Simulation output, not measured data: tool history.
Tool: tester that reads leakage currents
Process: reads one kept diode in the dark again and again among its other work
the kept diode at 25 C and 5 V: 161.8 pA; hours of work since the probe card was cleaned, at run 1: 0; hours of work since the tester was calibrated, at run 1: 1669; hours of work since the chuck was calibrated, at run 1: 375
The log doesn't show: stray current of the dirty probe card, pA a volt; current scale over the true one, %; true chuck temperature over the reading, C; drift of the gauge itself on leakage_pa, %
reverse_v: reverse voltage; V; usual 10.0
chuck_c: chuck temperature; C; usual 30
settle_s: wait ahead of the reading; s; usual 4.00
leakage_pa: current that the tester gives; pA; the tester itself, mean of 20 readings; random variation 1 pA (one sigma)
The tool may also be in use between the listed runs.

| run | day | reverse_v | chuck_c | settle_s | hours of work since the probe card was cleaned | hours of work since the tester was calibrated | hours of work since the chuck was calibrated | leakage_pa |
|---|---|---|---|---|---|---|---|---|
| 1 | 0.000 | 10.0 | 30 | 4.00 | 0 | 1669 | 375 | 312.32 |
| 2 | 7.954 | 10.0 | 44 | 4.00 | 129 | 1798 | 505 | 784.30 |
|  | 12.712 | chuck's temperature calibrated |
| 3 | 13.421 | 10.0 | 31 | 4.00 | 217 | 1886 | 12 | 362.87 |
| 4 | 18.654 | 10.0 | 30 | 4.84 | 302 | 1971 | 97 | 331.57 |
| 5 | 24.862 | 2.1 | 30 | 4.00 | 403 | 2072 | 198 | 134.44 |
| 6 | 32.496 | 1.6 | 30 | 4.00 | 527 | 2196 | 322 | 112.45 |
| 7 | 40.862 | 1.6 | 30 | 4.00 | 664 | 2332 | 458 | 108.44 |
|  | 48.379 | chuck's temperature calibrated |
| 8 | 49.475 | 1.6 | 30 | 4.00 | 802 | 2471 | 18 | 120.12 |
| 9 | 56.871 | 1.6 | 30 | 4.00 | 923 | 2592 | 138 | 116.97 |
| 10 | 65.462 | 1.6 | 30 | 4.00 | 1062 | 2731 | 278 | 114.12 |
| 11 | 74.642 | 1.6 | 30 | 4.00 | 1212 | 2881 | 427 | 109.52 |
| 12 | 81.829 | 1.6 | 30 | 4.00 | 1329 | 2998 | 544 | 106.27 |
|  | 84.017 | chuck's temperature calibrated |
| 13 | 92.367 | 1.6 | 30 | 4.00 | 1499 | 3168 | 136 | 117.13 |
| 14 | 98.325 | 1.6 | 30 | 4.00 | 1596 | 3265 | 233 | 114.32 |
| 15 | 104.062 | 1.6 | 30 | 4.00 | 1689 | 3358 | 326 | 112.14 |
|  | 107.404 | probe card cleaned and baked |
| 16 | 115.100 | 1.6 | 30 | 4.00 | 125 | 3536 | 504 | 104.90 |
|  | 120.521 | tester calibrated |
|  | 120.604 | chuck's temperature calibrated |
| 17 | 123.508 | 1.6 | 30 | 4.00 | 259 | 47 | 47 | 120.44 |
| 18 | 133.729 | 1.6 | 25 | 6.63 | 426 | 214 | 214 | 81.09 |
| 19 | 141.521 | 1.6 | 25 | 6.63 | 552 | 340 | 340 | 78.49 |
| 20 | 150.875 | 1.6 | 37 | 3.07 | 705 | 493 | 493 | 175.82 |
|  | 156.504 | chuck's temperature calibrated |
| 21 | 162.438 | 1.6 | 37 | 3.07 | 891 | 679 | 97 | 192.34 |
| 22 | 171.800 | 1.6 | 37 | 3.07 | 1044 | 832 | 249 | 186.64 |
| 23 | 181.767 | 1.6 | 37 | 3.07 | 1206 | 994 | 411 | 178.59 |
| 24 | 186.788 | 1.6 | 33 | 3.07 | 1288 | 1076 | 493 | 133.50 |
|  | 192.333 | chuck's temperature calibrated |
| 25 | 195.462 | 5.8 | 30 | 4.00 | 1427 | 1215 | 51 | 254.15 |
| 26 | 203.533 | 4.2 | 53 | 1.42 | 1559 | 1347 | 182 | 901.38 |
| 27 | 209.171 | 4.2 | 53 | 1.42 | 1651 | 1439 | 274 | 882.81 |

5 ways to go on from here, each from the tool as it stands after run 27. What would each give?
|  | 214.921 | probe card cleaned and baked |
| A | 215.392 | 12.2 | 20 | 3.84 | 8 | 1538 | 373 | ? |
|  | 214.921 | probe card cleaned and baked |
| B | 215.392 | 4.2 | 21 | 1.42 | 8 | 1538 | 373 | ? |
|  | 214.921 | probe card cleaned and baked |
| C | 215.392 | 4.2 | 53 | 0.33 | 8 | 1538 | 373 | ? |
|  | 214.921 | probe card cleaned and baked |
| D | 215.392 | 4.2 | 49 | 1.65 | 8 | 1538 | 373 | ? |
|  | 214.921 | probe card cleaned and baked |
| E | 215.392 | 4.2 | 53 | 0.40 | 8 | 1538 | 373 | ? |

| run | leakage_pa |
|---|---|
| A | 166.60 |
| B | 98.60 |
| C | 862.32 |
| D | 669.10 |
| E | 862.78 |
Without the tool's hidden state the same runs would have given:
| run | leakage_pa |
|---|---|
| A | 186.00 |
| B | 110.00 |
| C | 944.78 |
| D | 734.84 |
| E | 945.37 |
